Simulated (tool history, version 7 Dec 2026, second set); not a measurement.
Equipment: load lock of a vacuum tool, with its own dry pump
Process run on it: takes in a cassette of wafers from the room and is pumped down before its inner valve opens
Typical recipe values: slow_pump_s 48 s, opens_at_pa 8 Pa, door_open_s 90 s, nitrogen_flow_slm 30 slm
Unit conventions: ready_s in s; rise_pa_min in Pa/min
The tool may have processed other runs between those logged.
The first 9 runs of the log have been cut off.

run    hour  slow_pump_s  opens_at_pa  door_open_s  nitrogen_flow_slm  incoming humidity of the room's air, %  ready_s  rise_pa_min
 10  2701.5           48            8           90                 30                                    45.8     71.5        0.256
 11  3006.6           48            8           90                  8                                    41.6     71.2        0.299
 12  3348.0           48            8           90                 30                                    41.7     71.1        0.285
 13  3646.2           26            8           90                 30                                    47.2     52.8        0.316
 14  4013.8           26            8           90                 30                                    46.1     53.0        0.339
 15  4263.7           26            8           90                 30                                    40.1     53.1        0.364
 16  4567.8           26            8           90                 30                                    46.1     53.8        0.374
 17  4823.6           48            8           90                 38                                    44.2     71.3        0.394
 18  5220.4           48            8           90                 38                                    42.0     71.1        0.426
 19  5479.0           48            8           90                 38                                    43.2     71.5        0.448
 20  5836.6           70            8           90                  4                                    43.8     89.1        0.504

Expected results for the next run?
 21  6030.6           49            8           42                 30                                    43.1        ?            ?

ready_s: 72.7 s
rise_pa_min: 0.480 Pa/min
If the tool had no hidden condition, the same run with the same run-to-run variation would have returned ready_s 70.6 s, rise_pa_min 0.032 Pa/min.
